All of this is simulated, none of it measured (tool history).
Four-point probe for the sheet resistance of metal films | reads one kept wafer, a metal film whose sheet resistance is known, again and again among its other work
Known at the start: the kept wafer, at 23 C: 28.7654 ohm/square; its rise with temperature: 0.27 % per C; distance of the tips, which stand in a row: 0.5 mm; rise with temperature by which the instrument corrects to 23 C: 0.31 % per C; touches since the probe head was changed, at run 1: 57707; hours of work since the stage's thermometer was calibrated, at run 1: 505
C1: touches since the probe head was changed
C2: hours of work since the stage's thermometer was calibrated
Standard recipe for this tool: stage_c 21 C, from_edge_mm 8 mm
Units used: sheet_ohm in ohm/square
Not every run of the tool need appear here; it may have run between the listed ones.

Run 1, day 0.000: usual settings; C1 57707; C2 505. Result: sheet_ohm 29.185640 ohm/square.
Run 2, day 2.583: usual settings; C1 59846; C2 538. Result: sheet_ohm 29.204165 ohm/square.
Run 3, day 8.233: usual settings; C1 64524; C2 612. Result: sheet_ohm 29.206951 ohm/square.
Run 4, day 13.708: usual settings; C1 69057; C2 683. Result: sheet_ohm 29.244528 ohm/square.
Run 5, day 16.525: usual settings; C1 71388; C2 720. Result: sheet_ohm 29.274011 ohm/square.
At day 17.462: new probe head fitted.
Run 6, day 20.996: usual settings; C1 2926; C2 777. Result: sheet_ohm 28.753315 ohm/square.
Run 7, day 25.388: usual settings; C1 6564; C2 835. Result: sheet_ohm 28.770568 ohm/square.
Run 8, day 28.588: usual settings; C1 9212; C2 876. Result: sheet_ohm 28.792059 ohm/square.
Run 9, day 32.783: usual settings; C1 12688; C2 931. Result: sheet_ohm 28.809545 ohm/square.
Run 10, day 38.396: usual settings; C1 17335; C2 1004. Result: sheet_ohm 28.816301 ohm/square.
Run 11, day 43.296: usual settings but stage_c 29 C, from_edge_mm 45 mm; C1 21391; C2 1068. Result: sheet_ohm 28.688572 ohm/square.
Run 12, day 46.229: usual settings but stage_c 28 C, from_edge_mm 12 mm; C1 23817; C2 1106. Result: sheet_ohm 28.738130 ohm/square.

Run 13, settings as shown, results not yet in. Your forecast:
Run 13, day 51.204: usual settings but stage_c 28 C, from_edge_mm 12 mm; C1 27939; C2 1171. Result: sheet_ohm ?.

sheet_ohm: 28.749556 ohm/square
With no hidden state in the tool, this same run would have given sheet_ohm 28.719052 ohm/square.
